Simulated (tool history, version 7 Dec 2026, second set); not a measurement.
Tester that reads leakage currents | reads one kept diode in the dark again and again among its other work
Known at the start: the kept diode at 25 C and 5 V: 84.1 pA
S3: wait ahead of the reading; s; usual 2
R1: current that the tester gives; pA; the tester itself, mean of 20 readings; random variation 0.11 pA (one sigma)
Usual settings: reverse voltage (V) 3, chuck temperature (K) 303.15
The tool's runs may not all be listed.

run 1 hour=0 | reverse_voltage_(V)=3 chuck_temperature_(K)=303.15 S3=2 | R1=105.72
run 2 hour=60.7 | reverse_voltage_(V)=3 chuck_temperature_(K)=303.15 S3=2 | R1=106.01
run 3 hour=103.2 | reverse_voltage_(V)=3 chuck_temperature_(K)=303.15 S3=2 | R1=105.94
run 4 hour=201.8 | reverse_voltage_(V)=3 chuck_temperature_(K)=303.15 S3=2 | R1=105.95
-- hour=290.2 chuck's temperature calibrated
run 5 hour=290.2 | reverse_voltage_(V)=12.29 chuck_temperature_(K)=303.15 S3=2 | R1=181.64
run 6 hour=365.7 | reverse_voltage_(V)=3.26 chuck_temperature_(K)=326.15 S3=0.47 | R1=649.22
run 7 hour=455.1 | reverse_voltage_(V)=6.91 chuck_temperature_(K)=303.15 S3=2 | R1=145.74
run 8 hour=513.9 | reverse_voltage_(V)=6.91 chuck_temperature_(K)=303.15 S3=2 | R1=145.87
run 9 hour=580.5 | reverse_voltage_(V)=6.91 chuck_temperature_(K)=310.15 S3=2 | R1=257.79
run 10 hour=633.4 | reverse_voltage_(V)=6.91 chuck_temperature_(K)=294.15 S3=1.92 | R1=67.59

3 ways to go on from here, each from the tool as it stands after run 10. What would each give?
run A hour=728.8 | reverse_voltage_(V)=7 chuck_temperature_(K)=296.15 S3=2 | R1=?
run B hour=728.8 | reverse_voltage_(V)=6.91 chuck_temperature_(K)=312.15 S3=6.94 | R1=?
run C hour=728.8 | reverse_voltage_(V)=17.07 chuck_temperature_(K)=326.15 S3=5.59 | R1=?

run=A R1=80.81
run=B R1=301.2
run=C R1=1219.24
Without the tool's hidden state the same runs would have given:
run=A R1=80.79
run=B R1=301.22
run=C R1=1219.35

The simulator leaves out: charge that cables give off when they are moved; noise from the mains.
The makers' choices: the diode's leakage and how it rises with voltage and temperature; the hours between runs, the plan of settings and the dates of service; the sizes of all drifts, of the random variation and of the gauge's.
